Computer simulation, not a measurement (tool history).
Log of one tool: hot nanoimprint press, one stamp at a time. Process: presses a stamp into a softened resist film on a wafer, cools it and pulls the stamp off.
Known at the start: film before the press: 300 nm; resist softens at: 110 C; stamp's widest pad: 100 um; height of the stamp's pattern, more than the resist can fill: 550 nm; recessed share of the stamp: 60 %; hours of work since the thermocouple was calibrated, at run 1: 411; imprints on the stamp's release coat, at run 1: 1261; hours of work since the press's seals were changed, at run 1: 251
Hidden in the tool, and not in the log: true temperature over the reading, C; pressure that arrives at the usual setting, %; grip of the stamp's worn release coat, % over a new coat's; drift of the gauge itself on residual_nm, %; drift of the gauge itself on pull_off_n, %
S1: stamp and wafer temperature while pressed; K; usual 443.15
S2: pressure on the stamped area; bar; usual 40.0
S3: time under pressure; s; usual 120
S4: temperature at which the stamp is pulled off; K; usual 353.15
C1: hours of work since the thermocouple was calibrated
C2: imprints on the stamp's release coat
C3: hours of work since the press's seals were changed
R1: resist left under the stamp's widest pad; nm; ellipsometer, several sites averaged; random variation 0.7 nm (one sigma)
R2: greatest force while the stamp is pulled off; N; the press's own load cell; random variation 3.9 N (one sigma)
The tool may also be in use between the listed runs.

run   hour      S1    S2   S3      S4   C1    C2   C3     R1   R2
  1    0.0  443.15  40.0  120  353.15  411  1261  251  169.7  265
  2   15.5  443.15  40.0  120  353.15  418  1291  258  171.0  254
  3   36.0  443.15  40.0  120  353.15  427  1330  267  170.6  267
  4   54.9  443.15  40.0  120  353.15  435  1365  276  169.4  268
  5   65.2  443.15  40.0  120  353.15  440  1385  280  170.2  270
      79.7  -- plate thermocouple calibrated
  6   89.6  433.15  30.8  120  340.15    4  1426  290  261.1  307
  7  100.6  433.15  30.8  120  340.15    9  1447  294  263.0  309
  8  125.2  433.15  30.8  120  340.15   20  1493  305  262.7  311
  9  137.0  433.15  40.0  214  348.15   25  1516  310  227.3  295
 10  156.1  451.15  53.7   78  340.15   34  1552  319  126.0  317

5 ways to go on from here, each from the tool as it stands after run 10. What would each give?
  A  181.1  449.15  61.1  160  353.15  45  1600  330   ?   ?
  B  181.1  437.15  40.0  131  353.15  45  1600  330   ?   ?
  C  181.1  443.15  40.0   89  347.15  45  1600  330   ?   ?
  D  181.1  451.15  53.7   90  340.15  45  1600  330   ?   ?
  E  181.1  452.15  40.0   70  343.15  45  1600  330   ?   ?

run     R1   R2
  A   98.2  282
  B  219.9  289
  C  194.8  303
  D  119.6  316
  E  142.9  319
Without the tool's hidden state the same runs would have given:
run     R1   R2
  A   95.5  186
  B  217.0  191
  C  191.8  200
  D  116.8  210
  E  140.2  211
